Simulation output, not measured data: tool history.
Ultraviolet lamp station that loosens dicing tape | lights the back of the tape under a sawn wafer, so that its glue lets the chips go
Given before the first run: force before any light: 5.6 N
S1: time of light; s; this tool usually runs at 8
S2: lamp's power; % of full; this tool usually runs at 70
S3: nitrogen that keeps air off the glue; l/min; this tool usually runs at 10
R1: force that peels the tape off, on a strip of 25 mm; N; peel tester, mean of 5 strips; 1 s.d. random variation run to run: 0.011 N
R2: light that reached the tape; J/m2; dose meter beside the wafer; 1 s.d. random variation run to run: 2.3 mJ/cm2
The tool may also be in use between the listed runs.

run     day  S1  S2  S3     R1    R2
  1       0   8  70  10  0.544  2330
  2   0.308   8  70  10  0.551  2340
  3   0.612   8  70   5  0.757  2340
  4   0.779   8  70   5  0.728  2340
  5   1.088   8  70  10   0.53  2310
  6   1.408   7  70  10   0.68  2080
  7   1.667   7  70  10  0.683  2050
  8   2.042   7  70  10   0.71  2030
  9   2.233   8  70  10   0.55  2330
 10     2.4   8  70  10  0.538  2320
 11   2.671   8  70   9   0.56  2330
 12   3.012  13  70  10  0.304  3790
 13   3.296   8  70  10  0.567  2270
 14   3.512   8  70  10  0.555  2280
 15   3.738   8  70  10  0.552  2320
 16   4.112   8  70  10   0.56  2310
 17   4.462   8  70   6  0.676  2290
 18   4.629   8  70   6  0.705  2300
 19     4.9   8  70   6  0.671  2320
 20   5.175   8  70  19  0.478  2270
      5.221  -- window cleaned of glue's vapour
 21   5.546   8  70  19  0.468  2210
 22   5.721   8  70  19  0.484  2220
 23   6.054   8  63  11  0.676  2000
 24   6.271   8  89  13   0.36  2810
 25   6.442   8  89  13  0.362  2790
 26   6.742   8  89  13  0.392  2820
 27   7.083   8  89  13  0.374  2770
      7.133  -- window cleaned of glue's vapour, once more
 28   7.308   8  89  13  0.343  2980
 29   7.542   7  89  13  0.431  2620
 30   7.875   7  89  13  0.411  2600
 31   8.196   8  73  18  0.399  2460
 32   8.538   5  96   9  0.741  2030
 33   8.704   5  81   9  0.941  1670
 34   8.904   8  70  10  0.543  2310
 35   9.104   8  69   8  0.607  2350
 36   9.346  16  72  10  0.248  4840
 37   9.667   5  62   6  1.538  1290
 38   9.975   4  65   6  1.937  1080
 39  10.275  15  88   6   0.23  5520
 40  10.462   9  88   9  0.335  3270
 41  10.725   8  61   7  0.763  2030
 42  10.958   8  61   7  0.832  2050
 43  11.125   8  95   8  0.369  3100
 44    11.3   6  78   8  0.808  1960

4 ways to go on from here, each from the tool as it stands after run 44. What would each give?
  A  11.496   9  78   4   ?   ?
  B  11.496  15  63   4   ?   ?
  C  11.496  13  86  18   ?   ?
  D  11.496  15  78   8   ?   ?

run     R1    R2
  A  0.552  2920
  B  0.372  3930
  C  0.226  4640
  D  0.245  4800
Take away the tool's hidden state, keep each run's random variation, and the runs would have read:
run     R1    R2
  A  0.514  3050
  B  0.352  4100
  C  0.223  4850
  D   0.24  5010

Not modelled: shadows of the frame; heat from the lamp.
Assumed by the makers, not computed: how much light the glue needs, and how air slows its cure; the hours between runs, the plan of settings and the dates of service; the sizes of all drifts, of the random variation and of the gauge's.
